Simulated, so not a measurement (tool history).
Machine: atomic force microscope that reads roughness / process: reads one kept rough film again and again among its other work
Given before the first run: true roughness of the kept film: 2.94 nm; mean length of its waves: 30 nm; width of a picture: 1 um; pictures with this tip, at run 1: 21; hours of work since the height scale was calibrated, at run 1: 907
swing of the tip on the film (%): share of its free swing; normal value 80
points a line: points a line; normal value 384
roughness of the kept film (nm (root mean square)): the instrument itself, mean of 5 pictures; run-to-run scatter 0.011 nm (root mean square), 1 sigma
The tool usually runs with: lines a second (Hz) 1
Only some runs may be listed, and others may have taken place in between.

run,day,lines a second (Hz),swing of the tip on the film (%),points a line,pictures with this tip,hours of work since the height scale was calibrated,roughness of the kept film (nm (root mean square))
1,0,1,80,384,21,907,2.577
2,1.375,1,80,384,53,926,2.464
# day 2.742: new tip fitted
3,3.583,1.27,80,384,20,957,2.537
4,6.058,1.27,80,384,78,992,2.382
# day 6.417: new tip fitted
5,8.279,1,78,384,43,1023,2.528
# day 10.121: new tip fitted
6,10.562,1,78,384,10,1055,2.612
7,12.771,1,80,384,62,1086,2.435
# day 13.821: new tip fitted
8,13.892,1,80,384,1,1102,2.639
9,15.408,1,62,384,37,1123,2.603
10,17.162,1,62,384,78,1148,2.468
# day 17.554: new tip fitted
11,19.283,1,62,384,41,1177,2.609
# day 21.212: new tip fitted
12,21.683,1,62,384,11,1211,2.673
13,22.975,1,62,384,41,1229,2.609
# day 24.917: new tip fitted
14,24.917,1,62,384,0,1256,2.69
15,26.188,1,81,384,29,1274,2.53
16,28.458,1,81,384,82,1306,2.395
# day 28.65: new tip fitted
17,29.621,1,81,384,23,1322,2.563
18,31.433,1,80,1017,66,1347,2.443
# day 32.3: new tip fitted
19,33.671,1,80,1017,32,1379,2.558
20,34.925,1,80,384,62,1396,2.445
# day 36.017: new tip fitted
21,36.729,1,71,384,16,1421,2.598
22,39.167,1,71,384,73,1456,2.459
# day 39.717: new tip fitted
23,40.821,2.64,63,384,25,1479,2.577
24,42.517,2.64,63,384,65,1503,2.45
# day 43.392: new tip fitted
25,43.967,2.64,63,384,14,1523,2.617
26,46.362,2.64,63,384,70,1556,2.456
# day 47.042: new tip fitted
27,48.875,2.64,63,989,43,1592,2.52
# day 50.708: new tip fitted
28,50.708,2.64,63,989,0,1617,2.659
29,52.188,1,61,384,35,1638,2.611
30,53.4,1,61,384,63,1655,2.548
# day 54.312: new tip fitted
31,55.917,2.05,67,384,38,1690,2.511
# day 58.046: new tip fitted
32,58.142,1.18,78,1002,2,1721,2.639
33,59.454,1.13,61,384,33,1740,2.597
34,60.688,1.13,61,384,62,1757,2.528
# day 61.779: new tip fitted
35,61.917,3.69,89,681,3,1774,2.222
36,64.042,0.93,78,528,52,1804,2.532
37,65.362,2.77,89,514,83,1823,2.123
# day 65.512: new tip fitted
38,67.325,2.77,89,514,43,1850,2.223
39,68.583,1.43,83,509,72,1868,2.37
# day 69.2: new tip fitted
40,69.829,1.86,80,706,15,1885,2.536
41,71.7,1.86,80,706,59,1911,2.408
# day 72.917: new tip fitted
42,74.025,0.88,80,838,26,1944,2.595
43,75.275,1.04,87,384,56,1961,2.41

Hidden state or all else? Some run-to-run changes of roughness of the kept film (nm (root mean square)), split into what the settings, what came in and random variation would give without the hidden state, and what is left for the hidden state (with any gauge scatter that isn't in both results):
What the log doesn't record here: radius of the tip, nm; height scale over the true one, %; drift of the gauge itself on roughness_nm, %.
Run 7 -> 8: new tip fitted. roughness of the kept film (nm (root mean square)) +0.204: hidden state +0.188, all else +0.016.
Run 34 -> 35: lines a second (Hz) 1.13 -> 3.69, swing of the tip on the film (%) 61 -> 89, points a line 384 -> 681, new tip fitted. roughness of the kept film (nm (root mean square)) -0.306: hidden state +0.183, all else -0.489.
Run 35 -> 36: lines a second (Hz) 3.69 -> 0.93, swing of the tip on the film (%) 89 -> 78, points a line 681 -> 528. roughness of the kept film (nm (root mean square)) +0.31: hidden state -0.136, all else +0.446.
Run 36 -> 37: lines a second (Hz) 0.93 -> 2.77, swing of the tip on the film (%) 78 -> 89, points a line 528 -> 514. roughness of the kept film (nm (root mean square)) -0.409: hidden state -0.058, all else -0.351.
Run 39 -> 40: lines a second (Hz) 1.43 -> 1.86, swing of the tip on the film (%) 83 -> 80, points a line 509 -> 706, new tip fitted. roughness of the kept film (nm (root mean square)) +0.166: hidden state +0.169, all else -0.003.
